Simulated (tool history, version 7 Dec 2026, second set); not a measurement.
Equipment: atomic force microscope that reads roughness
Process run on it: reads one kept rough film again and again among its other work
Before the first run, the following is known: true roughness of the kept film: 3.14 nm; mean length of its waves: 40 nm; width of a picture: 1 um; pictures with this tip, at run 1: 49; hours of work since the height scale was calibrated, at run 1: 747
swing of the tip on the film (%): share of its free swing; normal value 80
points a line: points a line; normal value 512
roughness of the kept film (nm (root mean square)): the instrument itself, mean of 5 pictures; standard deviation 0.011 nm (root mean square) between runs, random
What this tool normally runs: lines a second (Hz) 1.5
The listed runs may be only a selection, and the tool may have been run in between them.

run	day	lines a second (Hz)	swing of the tip on the film (%)	points a line	pictures with this tip	hours of work since the height scale was calibrated	roughness of the kept film (nm (root mean square))
1	0	1.5	80	512	49	747	2.265
2	1.204	1.5	80	512	95	764	2.093
# day 2.162: new tip fitted
3	2.162	1.5	80	512	0	777	2.521
4	3.246	1.5	80	512	41	792	2.327
5	3.938	1.5	69	512	68	802	2.36
6	4.729	1.5	69	461	98	813	2.254
7	5.375	1.48	80	512	123	822	2.032
# day 5.6: new tip fitted
8	6.662	1.48	80	512	40	839	2.334
9	7.242	2.18	80	512	63	847	2.105
10	7.925	3.88	80	512	89	857	1.777
# day 9.112: new tip fitted
11	9.321	1.5	59	512	8	876	2.717
12	10.062	1.5	80	549	37	886	2.348
13	10.95	1.5	80	512	71	899	2.22
14	11.929	1.5	80	512	108	912	2.098
# day 12.638: new tip fitted
15	12.988	1.5	80	512	13	927	2.455
16	13.625	1.5	80	512	37	936	2.336
17	14.458	1.5	80	512	69	947	2.198
18	15.721	1.5	80	512	118	965	2.045

Forecast run 19:
# day 16.079: new tip fitted
19	16.571	1.03	81	512	18	977	?

{"run 19": {"roughness of the kept film (nm (root mean square))": 2.53}}
With no hidden state in the tool, this same run would have given roughness of the kept film (nm (root mean square)) 2.625.
